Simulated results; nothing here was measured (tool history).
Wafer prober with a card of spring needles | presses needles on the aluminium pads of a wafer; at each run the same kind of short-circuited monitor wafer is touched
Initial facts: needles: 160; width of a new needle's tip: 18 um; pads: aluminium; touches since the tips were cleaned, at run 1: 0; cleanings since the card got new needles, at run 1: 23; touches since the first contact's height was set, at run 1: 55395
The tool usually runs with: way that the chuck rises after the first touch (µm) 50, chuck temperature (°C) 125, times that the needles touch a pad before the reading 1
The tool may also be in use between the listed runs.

run	hour	way that the chuck rises after the first touch (µm)	chuck temperature (°C)	times that the needles touch a pad before the reading	touches since the tips were cleaned	cleanings since the card got new needles	touches since the first contact's height was set	resistance of one needle with its contact and lead (mohm)	way that a needle slides on the pad (µm)
1	0.0	50	125	1	0	23	55395	285	9.58
2	8.2	50	125	1	2779	23	58174	477	9.57
# hour 15.3: tips cleaned on abrasive film
3	23.1	50	125	1	2670	24	63214	474	9.53
# hour 30.9: tips cleaned on abrasive film
4	39.6	50	117	1	2928	25	68770	493	9.51
# hour 47.3: tips cleaned on abrasive film
5	53.6	50	125	3	2127	26	73506	329	9.49
# hour 62.6: tips cleaned on abrasive film
# hour 62.9: height of the first contact set anew
6	63.0	50	125	3	27	27	27	271	9.83
7	70.1	50	125	3	2453	27	2453	334	9.81
8	77.7	50	54	1	5022	27	5022	558	9.82
# hour 79.1: tips cleaned on abrasive film
9	90.1	50	54	1	3760	28	9226	519	9.75
# hour 94.6: tips cleaned on abrasive film
10	104.4	50	54	1	3307	29	14030	512	9.76
# hour 109.9: tips cleaned on abrasive film
11	114.8	67	54	1	1658	30	17525	333	13.08
12	124.4	67	54	1	4933	30	20800	421	13.04
# hour 125.8: tips cleaned on abrasive film
13	134.0	67	54	1	2794	31	24038	367	13.01
# hour 141.5: tips cleaned on abrasive film
14	149.9	67	54	1	2839	32	29399	376	13.05
# hour 156.6: tips cleaned on abrasive film
15	157.8	34	125	1	395	33	32041	438	6.53
16	165.1	48	125	1	2881	33	34527	505	9.29
# hour 172.1: tips cleaned on abrasive film
17	174.1	50	125	1	685	34	37558	348	9.62
# hour 188.2: tips cleaned on abrasive film
18	188.2	53	26	1	0	35	42316	259	10.21
19	199.8	53	26	1	3920	35	46236	523	10.22
# hour 204.0: tips cleaned on abrasive film
20	211.3	53	38	2	2460	36	50121	367	10.22
# hour 219.6: tips cleaned on abrasive film
21	222.7	36	125	2	1052	37	53971	403	6.79
22	230.2	35	105	2	3589	37	56508	597	6.66
# hour 235.1: tips cleaned on abrasive film
23	246.5	45	78	1	3871	38	62015	622	8.55
# hour 250.2: tips cleaned on abrasive film
24	260.6	47	62	1	3538	39	66782	562	8.95
# hour 266.1: tips cleaned on abrasive film
25	270.8	47	62	1	1597	40	70212	440	8.91
26	280.6	47	62	2	4913	40	73528	483	8.96
# hour 281.9: tips cleaned on abrasive film
# hour 289.8: height of the first contact set anew
27	296.3	51	28	3	4798	41	2214	351	10.01
# hour 297.2: tips cleaned on abrasive film
28	309.4	52	37	3	4147	42	6627	344	10.20
# hour 313.3: tips cleaned on abrasive film
29	316.9	50	49	1	1227	43	9161	387	9.77
# hour 328.3: tips cleaned on abrasive film
30	328.3	64	37	1	0	44	12992	251	12.46
31	340.6	50	68	1	4170	44	17162	567	9.69
# hour 343.4: tips cleaned on abrasive film
32	355.8	57	61	1	4185	45	22285	488	11.05
# hour 358.9: tips cleaned on abrasive film
33	372.3	57	61	1	4572	46	27879	495	11.11
# hour 374.8: tips cleaned on abrasive film
34	382.2	57	63	2	2523	47	31203	352	11.00

Forecast each of these 3 alternatives for the next run:
# hour 390.3: tips cleaned on abrasive film
A	392.8	48	89	2	839	48	34760	?	?
# hour 390.3: tips cleaned on abrasive film
B	392.8	57	33	2	839	48	34760	?	?
# hour 390.3: tips cleaned on abrasive film
C	392.8	37	29	2	839	48	34760	?	?

run	resistance of one needle with its contact and lead (mohm)	way that a needle slides on the pad (µm)
A	328	9.23
B	292	11.03
C	378	7.13
Without the tool's unlogged condition, the same runs would have read:
run	resistance of one needle with its contact and lead (mohm)	way that a needle slides on the pad (µm)
A	250	9.39
B	231	11.19
C	239	7.29
